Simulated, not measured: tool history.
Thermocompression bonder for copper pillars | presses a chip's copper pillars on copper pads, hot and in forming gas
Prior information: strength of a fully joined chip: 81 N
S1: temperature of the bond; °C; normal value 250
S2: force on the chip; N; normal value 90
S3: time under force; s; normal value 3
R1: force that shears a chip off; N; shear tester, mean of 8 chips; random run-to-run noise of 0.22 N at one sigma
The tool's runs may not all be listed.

run,hour,S1,S2,S3,R1
1,0,250,90,3,47.4
2,65.5,250,90,3,47.6
3,148.7,250,90,3,48.1
# hour 199.9: forming gas filter changed
4,208.7,250,90,3,48.3
5,248,250,90,3,47.7
6,294.2,250,90,4,52.1
7,331.1,250,90,4,52.3
8,412.2,250,90,4,52.1
9,479.1,250,90,3,48
10,541.5,250,90,3,48.3
# hour 548.8: heater calibrated with a thermocouple chip
11,625,250,90,3,47.8
12,671.8,250,90,3,48.1
13,742.5,242,90,3,43.4
# hour 812.5: forming gas filter changed
14,812.5,277,90,2,55.6
15,867.7,277,90,2,55.7
16,944.5,277,90,2,55.8
17,998.6,250,76,3,44.2
18,1069.9,250,76,3,44.7
19,1132.4,250,76,3,44.7
20,1182.8,250,76,3,44.7
21,1264.3,241,76,2,34.9
22,1347.5,253,79,3,47.1
# hour 1356.7: heater calibrated with a thermocouple chip
23,1400.4,264,84,2,47.9
# hour 1418.6: forming gas filter changed
24,1477.4,264,84,2,48
25,1564.4,250,90,7,61
26,1601.8,250,123,2,48.9

Alternative continuations, all from the tool just after run 26; predict every row:
A,1659.2,228,70,2,?
B,1659.2,224,90,7,?
C,1659.2,220,90,3,?
D,1659.2,248,77,3,?

run,R1
A,27.2
B,46.8
C,32.5
D,43.9
With the hidden condition removed and each run's random variation left untouched, the same runs would have given:
run,R1
A,26.7
B,45.9
C,31.9
D,43.1

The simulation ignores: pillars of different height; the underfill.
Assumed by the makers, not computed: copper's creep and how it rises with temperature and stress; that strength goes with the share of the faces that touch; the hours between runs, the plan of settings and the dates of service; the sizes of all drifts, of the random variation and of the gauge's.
